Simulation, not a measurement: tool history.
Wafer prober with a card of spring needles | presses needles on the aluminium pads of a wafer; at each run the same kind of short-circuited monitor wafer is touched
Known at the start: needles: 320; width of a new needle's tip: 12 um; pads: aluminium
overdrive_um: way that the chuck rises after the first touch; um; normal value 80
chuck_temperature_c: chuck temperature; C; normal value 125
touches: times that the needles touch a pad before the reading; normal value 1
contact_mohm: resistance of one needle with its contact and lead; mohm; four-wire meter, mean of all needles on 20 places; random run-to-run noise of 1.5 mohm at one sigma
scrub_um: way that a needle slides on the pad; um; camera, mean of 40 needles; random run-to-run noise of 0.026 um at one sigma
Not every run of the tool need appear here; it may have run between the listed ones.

run   hour  overdrive_um  chuck_temperature_c  touches  contact_mohm  scrub_um
  1      0            80                  125        1           178     12.02
       1.4  -- tips cleaned on abrasive film
       8.1  -- tips cleaned on abrasive film
      13.4  -- tips cleaned on abrasive film
      18.8  -- tips cleaned on abrasive film
      25.5  -- tips cleaned on abrasive film
      30.8  -- tips cleaned on abrasive film
      37.5  -- tips cleaned on abrasive film
      42.9  -- tips cleaned on abrasive film
  2   43.8            80                  125        1           147     11.93
      49.1  -- tips cleaned on abrasive film
      55.8  -- tips cleaned on abrasive film
      61.2  -- tips cleaned on abrasive film
      67.8  -- tips cleaned on abrasive film
      74.5  -- tips cleaned on abrasive film
  3   78.7            80                  125        1           172     11.91
      80.1  -- tips cleaned on abrasive film
      86.8  -- tips cleaned on abrasive film
      93.4  -- tips cleaned on abrasive film
      98.8  -- tips cleaned on abrasive film
  4   99.6            80                  125        1           147      11.9
       105  -- tips cleaned on abrasive film
     111.7  -- tips cleaned on abrasive film
       117  -- tips cleaned on abrasive film
     123.7  -- tips cleaned on abrasive film
  5  125.6            80                  125        1           161     11.86
     129.6  -- tips cleaned on abrasive film
       135  -- tips cleaned on abrasive film
     140.3  -- tips cleaned on abrasive film
     140.6  -- height of the first contact set anew
     147.3  -- tips cleaned on abrasive film
     153.2  -- tips cleaned on abrasive film
  6  153.2            80                  125        1           138     12.09
     159.9  -- tips cleaned on abrasive film
     166.6  -- tips cleaned on abrasive film
     171.9  -- tips cleaned on abrasive film
     178.6  -- tips cleaned on abrasive film
     185.3  -- tips cleaned on abrasive film
  7  186.4            80                  125        1           155     12.05
     191.8  -- tips cleaned on abrasive film
     198.4  -- tips cleaned on abrasive film
     203.8  -- tips cleaned on abrasive film
     210.5  -- tips cleaned on abrasive film
  8  212.3            80                   27        1           153     12.04
     216.3  -- tips cleaned on abrasive film
     221.7  -- tips cleaned on abrasive film
     228.4  -- tips cleaned on abrasive film
       235  -- tips cleaned on abrasive film
  9    240            80                  125        1           181     11.93
     241.4  -- tips cleaned on abrasive film
     246.8  -- tips cleaned on abrasive film
     253.4  -- tips cleaned on abrasive film
     258.8  -- tips cleaned on abrasive film
     265.5  -- tips cleaned on abrasive film
     272.1  -- tips cleaned on abrasive film
     277.5  -- tips cleaned on abrasive film
 10  278.1            80                  125        1           145     11.93
     283.4  -- tips cleaned on abrasive film
     288.8  -- tips cleaned on abrasive film
     295.5  -- tips cleaned on abrasive film
     302.1  -- tips cleaned on abrasive film
     308.3  -- tips cleaned on abrasive film
 11  308.3            80                  125        1           143     11.93
     313.6  -- tips cleaned on abrasive film
     320.3  -- tips cleaned on abrasive film
       327  -- tips cleaned on abrasive film
     333.6  -- tips cleaned on abrasive film
 12  336.7            90                  122        2           153     13.36
     339.4  -- tips cleaned on abrasive film
     344.7  -- tips cleaned on abrasive film
     351.4  -- tips cleaned on abrasive film
     356.8  -- tips cleaned on abrasive film
     363.4  -- tips cleaned on abrasive film
     370.1  -- tips cleaned on abrasive film
     372.9  -- height of the first contact set anew
 13  372.9            90                  122        2           147     13.63
     376.9  -- tips cleaned on abrasive film
     382.3  -- tips cleaned on abrasive film
       389  -- tips cleaned on abrasive film
     394.3  -- tips cleaned on abrasive film
       401  -- tips cleaned on abrasive film
     406.3  -- tips cleaned on abrasive film
       413  -- tips cleaned on abrasive film
 14  415.8            61                   71        3           151      9.19
     418.6  -- tips cleaned on abrasive film
     425.2  -- tips cleaned on abrasive film
     431.9  -- tips cleaned on abrasive film
     437.3  -- tips cleaned on abrasive film
     443.9  -- tips cleaned on abrasive film
     450.6  -- tips cleaned on abrasive film
 15  454.6            61                   71        3           156      9.15
       456  -- tips cleaned on abrasive film
     462.7  -- tips cleaned on abrasive film
     474.7  -- card fitted with new needles
     480.1  -- tips cleaned on abrasive film
     486.7  -- tips cleaned on abrasive film
     493.4  -- tips cleaned on abrasive film
     498.8  -- tips cleaned on abrasive film
     505.4  -- tips cleaned on abrasive film
     512.1  -- tips cleaned on abrasive film
 16  512.7            61                   71        3           133      9.26
     518.1  -- tips cleaned on abrasive film
     524.7  -- tips cleaned on abrasive film
     530.1  -- tips cleaned on abrasive film
     536.8  -- tips cleaned on abrasive film
     542.1  -- tips cleaned on abrasive film
     548.8  -- tips cleaned on abrasive film
     554.1  -- tips cleaned on abrasive film
 17  556.4            67                   81        3           143     10.06
     560.5  -- tips cleaned on abrasive film
     567.1  -- tips cleaned on abrasive film
     573.8  -- tips cleaned on abrasive film
     580.5  -- tips cleaned on abrasive film
     587.1  -- tips cleaned on abrasive film
     592.5  -- tips cleaned on abrasive film
     599.2  -- tips cleaned on abrasive film
 18  601.4            97                  125        2           153     14.51
     605.4  -- tips cleaned on abrasive film
     610.8  -- tips cleaned on abrasive film
     617.5  -- tips cleaned on abrasive film
     622.8  -- tips cleaned on abrasive film
 19  626.5            97                  125        2           160     14.49
     629.2  -- tips cleaned on abrasive film
     635.9  -- tips cleaned on abrasive film
     641.3  -- tips cleaned on abrasive film
     646.6  -- tips cleaned on abrasive film
 20  646.7            64                   30        1           129      9.48
       652  -- tips cleaned on abrasive film
     658.7  -- tips cleaned on abrasive film
     665.4  -- tips cleaned on abrasive film
 21  666.1            82                  125        1           148     12.17
     671.4  -- tips cleaned on abrasive film
     678.1  -- tips cleaned on abrasive film
     684.8  -- tips cleaned on abrasive film
     691.5  -- tips cleaned on abrasive film
     698.1  -- tips cleaned on abrasive film
     704.8  -- tips cleaned on abrasive film
     706.4  -- height of the first contact set anew
 22  710.1            82                  125        1           180     12.45

Alternative continuations, all from the tool just after run 22; predict every row:
     711.5  -- tips cleaned on abrasive film
     716.9  -- tips cleaned on abrasive film
     722.3  -- tips cleaned on abrasive film
     728.9  -- tips cleaned on abrasive film
  A   730            64                   30        3             ?         ?
     711.5  -- tips cleaned on abrasive film
     716.9  -- tips cleaned on abrasive film
     722.3  -- tips cleaned on abrasive film
     728.9  -- tips cleaned on abrasive film
  B   730            82                  125        2             ?         ?
     711.5  -- tips cleaned on abrasive film
     716.9  -- tips cleaned on abrasive film
     722.3  -- tips cleaned on abrasive film
     728.9  -- tips cleaned on abrasive film
  C   730            73                  125        1             ?         ?
     711.5  -- tips cleaned on abrasive film
     716.9  -- tips cleaned on abrasive film
     722.3  -- tips cleaned on abrasive film
     728.9  -- tips cleaned on abrasive film
  D   730            85                   59        2             ?         ?

run  contact_mohm  scrub_um
  A           133      9.66
  B           145     12.38
  C           149     11.04
  D           137     12.89
Without the tool's hidden state the same runs would have given:
run  contact_mohm  scrub_um
  A           126      9.71
  B           137     12.42
  C           136     11.08
  D           129     12.93
